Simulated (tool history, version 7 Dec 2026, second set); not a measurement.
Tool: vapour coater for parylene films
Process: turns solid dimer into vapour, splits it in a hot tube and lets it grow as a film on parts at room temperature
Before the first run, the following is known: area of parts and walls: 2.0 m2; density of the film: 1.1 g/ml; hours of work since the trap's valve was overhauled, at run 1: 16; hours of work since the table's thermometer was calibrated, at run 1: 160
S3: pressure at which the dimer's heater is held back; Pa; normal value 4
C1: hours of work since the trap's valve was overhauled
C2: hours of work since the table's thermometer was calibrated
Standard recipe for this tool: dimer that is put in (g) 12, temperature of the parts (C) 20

run 1 hour=0 | dimer_that_is_put_in_(g)=12 temperature_of_the_parts_(C)=20 S3=4 | C1=16 C2=160 | thickness_of_the_film_(µm)=3.27
run 2 hour=14.1 | dimer_that_is_put_in_(g)=12 temperature_of_the_parts_(C)=20 S3=4 | C1=26 C2=170 | thickness_of_the_film_(µm)=3.32
run 3 hour=39.1 | dimer_that_is_put_in_(g)=12 temperature_of_the_parts_(C)=20 S3=4 | C1=44 C2=188 | thickness_of_the_film_(µm)=3.26
run 4 hour=59.4 | dimer_that_is_put_in_(g)=9 temperature_of_the_parts_(C)=20 S3=4 | C1=58 C2=202 | thickness_of_the_film_(µm)=2.44
run 5 hour=84.6 | dimer_that_is_put_in_(g)=9 temperature_of_the_parts_(C)=20 S3=4 | C1=76 C2=220 | thickness_of_the_film_(µm)=2.46
run 6 hour=97.4 | dimer_that_is_put_in_(g)=9 temperature_of_the_parts_(C)=20 S3=4 | C1=85 C2=229 | thickness_of_the_film_(µm)=2.51
run 7 hour=118.1 | dimer_that_is_put_in_(g)=11 temperature_of_the_parts_(C)=20 S3=4 | C1=99 C2=243 | thickness_of_the_film_(µm)=3.04
run 8 hour=134 | dimer_that_is_put_in_(g)=11 temperature_of_the_parts_(C)=20 S3=4 | C1=110 C2=254 | thickness_of_the_film_(µm)=2.97
run 9 hour=146.9 | dimer_that_is_put_in_(g)=11 temperature_of_the_parts_(C)=20 S3=4 | C1=119 C2=264 | thickness_of_the_film_(µm)=3
run 10 hour=170.8 | dimer_that_is_put_in_(g)=12 temperature_of_the_parts_(C)=20 S3=4 | C1=136 C2=280 | thickness_of_the_film_(µm)=3.27
run 11 hour=188.7 | dimer_that_is_put_in_(g)=12 temperature_of_the_parts_(C)=20 S3=4 | C1=149 C2=293 | thickness_of_the_film_(µm)=3.26
run 12 hour=204.2 | dimer_that_is_put_in_(g)=12 temperature_of_the_parts_(C)=20 S3=4 | C1=160 C2=304 | thickness_of_the_film_(µm)=3.32
run 13 hour=228.3 | dimer_that_is_put_in_(g)=12 temperature_of_the_parts_(C)=20 S3=4 | C1=177 C2=321 | thickness_of_the_film_(µm)=3.32
run 14 hour=245.5 | dimer_that_is_put_in_(g)=12 temperature_of_the_parts_(C)=16 S3=4 | C1=189 C2=333 | thickness_of_the_film_(µm)=3.7
run 15 hour=270.5 | dimer_that_is_put_in_(g)=12 temperature_of_the_parts_(C)=20 S3=7.02 | C1=206 C2=350 | thickness_of_the_film_(µm)=3.08
run 16 hour=289.8 | dimer_that_is_put_in_(g)=12 temperature_of_the_parts_(C)=20 S3=7.47 | C1=220 C2=364 | thickness_of_the_film_(µm)=3.01
run 17 hour=312.9 | dimer_that_is_put_in_(g)=12 temperature_of_the_parts_(C)=20 S3=3.49 | C1=236 C2=380 | thickness_of_the_film_(µm)=3.33
run 18 hour=338.5 | dimer_that_is_put_in_(g)=12 temperature_of_the_parts_(C)=20 S3=3.49 | C1=254 C2=398 | thickness_of_the_film_(µm)=3.34
run 19 hour=360.6 | dimer_that_is_put_in_(g)=12 temperature_of_the_parts_(C)=20 S3=4 | C1=269 C2=414 | thickness_of_the_film_(µm)=3.25
run 20 hour=372 | dimer_that_is_put_in_(g)=12 temperature_of_the_parts_(C)=20 S3=4 | C1=277 C2=422 | thickness_of_the_film_(µm)=3.26
run 21 hour=386.3 | dimer_that_is_put_in_(g)=12 temperature_of_the_parts_(C)=20 S3=4 | C1=288 C2=432 | thickness_of_the_film_(µm)=3.21
run 22 hour=405.1 | dimer_that_is_put_in_(g)=12 temperature_of_the_parts_(C)=20 S3=4 | C1=301 C2=445 | thickness_of_the_film_(µm)=3.22
run 23 hour=416.9 | dimer_that_is_put_in_(g)=12 temperature_of_the_parts_(C)=20 S3=4 | C1=309 C2=453 | thickness_of_the_film_(µm)=3.27
run 24 hour=429.1 | dimer_that_is_put_in_(g)=12 temperature_of_the_parts_(C)=20 S3=5.63 | C1=318 C2=462 | thickness_of_the_film_(µm)=3.18
run 25 hour=440.8 | dimer_that_is_put_in_(g)=11 temperature_of_the_parts_(C)=20 S3=4.25 | C1=326 C2=470 | thickness_of_the_film_(µm)=2.97
run 26 hour=462.2 | dimer_that_is_put_in_(g)=12 temperature_of_the_parts_(C)=12 S3=4 | C1=341 C2=485 | thickness_of_the_film_(µm)=4.19
run 27 hour=488.3 | dimer_that_is_put_in_(g)=12 temperature_of_the_parts_(C)=12 S3=3.53 | C1=359 C2=503 | thickness_of_the_film_(µm)=4.21
run 28 hour=502.3 | dimer_that_is_put_in_(g)=7 temperature_of_the_parts_(C)=19 S3=3.24 | C1=369 C2=513 | thickness_of_the_film_(µm)=1.99
run 29 hour=516.6 | dimer_that_is_put_in_(g)=7 temperature_of_the_parts_(C)=19 S3=5.03 | C1=379 C2=523 | thickness_of_the_film_(µm)=1.92
run 30 hour=541.2 | dimer_that_is_put_in_(g)=7 temperature_of_the_parts_(C)=19 S3=5.03 | C1=396 C2=540 | thickness_of_the_film_(µm)=1.9
run 31 hour=565.4 | dimer_that_is_put_in_(g)=5 temperature_of_the_parts_(C)=19 S3=2.55 | C1=413 C2=557 | thickness_of_the_film_(µm)=1.48
run 32 hour=577.1 | dimer_that_is_put_in_(g)=5 temperature_of_the_parts_(C)=19 S3=2.55 | C1=422 C2=566 | thickness_of_the_film_(µm)=1.5
run 33 hour=603 | dimer_that_is_put_in_(g)=17 temperature_of_the_parts_(C)=13 S3=2.34 | C1=440 C2=584 | thickness_of_the_film_(µm)=6.09
run 34 hour=619.9 | dimer_that_is_put_in_(g)=12 temperature_of_the_parts_(C)=18 S3=6.13 | C1=452 C2=596 | thickness_of_the_film_(µm)=3.3
run 35 hour=637.4 | dimer_that_is_put_in_(g)=12 temperature_of_the_parts_(C)=18 S3=6.13 | C1=464 C2=608 | thickness_of_the_film_(µm)=3.29
run 36 hour=648.7 | dimer_that_is_put_in_(g)=15 temperature_of_the_parts_(C)=18 S3=2.89 | C1=472 C2=616 | thickness_of_the_film_(µm)=4.43
run 37 hour=668.7 | dimer_that_is_put_in_(g)=12 temperature_of_the_parts_(C)=20 S3=11.3 | C1=486 C2=630 | thickness_of_the_film_(µm)=2.89
run 38 hour=680.5 | dimer_that_is_put_in_(g)=13 temperature_of_the_parts_(C)=29 S3=7.72 | C1=494 C2=638 | thickness_of_the_film_(µm)=2.52
run 39 hour=706.6 | dimer_that_is_put_in_(g)=13 temperature_of_the_parts_(C)=29 S3=7.72 | C1=512 C2=657 | thickness_of_the_film_(µm)=2.54
run 40 hour=727.8 | dimer_that_is_put_in_(g)=12 temperature_of_the_parts_(C)=20 S3=4 | C1=527 C2=671 | thickness_of_the_film_(µm)=3.22
run 41 hour=743.5 | dimer_that_is_put_in_(g)=20 temperature_of_the_parts_(C)=20 S3=4 | C1=538 C2=683 | thickness_of_the_film_(µm)=5.49
run 42 hour=763 | dimer_that_is_put_in_(g)=20 temperature_of_the_parts_(C)=20 S3=4 | C1=552 C2=696 | thickness_of_the_film_(µm)=5.48
run 43 hour=786.1 | dimer_that_is_put_in_(g)=20 temperature_of_the_parts_(C)=20 S3=4 | C1=568 C2=712 | thickness_of_the_film_(µm)=5.47
run 44 hour=801.8 | dimer_that_is_put_in_(g)=12 temperature_of_the_parts_(C)=15 S3=4 | C1=579 C2=723 | thickness_of_the_film_(µm)=3.82
-- hour=812.2 trap's valve overhauled
run 45 hour=830.8 | dimer_that_is_put_in_(g)=12 temperature_of_the_parts_(C)=15 S3=4 | C1=13 C2=741 | thickness_of_the_film_(µm)=3.8
run 46 hour=848.3 | dimer_that_is_put_in_(g)=16 temperature_of_the_parts_(C)=24 S3=9.01 | C1=25 C2=753 | thickness_of_the_film_(µm)=3.52

Branching from run 46: 3 alternative next runs. What would each branch give?
run A hour=867.1 | dimer_that_is_put_in_(g)=16 temperature_of_the_parts_(C)=13 S3=4.63 | C1=39 C2=767 | thickness_of_the_film_(µm)=?
run B hour=867.1 | dimer_that_is_put_in_(g)=6 temperature_of_the_parts_(C)=20 S3=9.96 | C1=39 C2=767 | thickness_of_the_film_(µm)=?
run C hour=867.1 | dimer_that_is_put_in_(g)=8 temperature_of_the_parts_(C)=20 S3=11.23 | C1=39 C2=767 | thickness_of_the_film_(µm)=?

run=A thickness_of_the_film_(µm)=5.34
run=B thickness_of_the_film_(µm)=1.47
run=C thickness_of_the_film_(µm)=1.94
What these runs would have given with no unlogged condition in the tool:
run=A thickness_of_the_film_(µm)=5.33
run=B thickness_of_the_film_(µm)=1.47
run=C thickness_of_the_film_(µm)=1.94
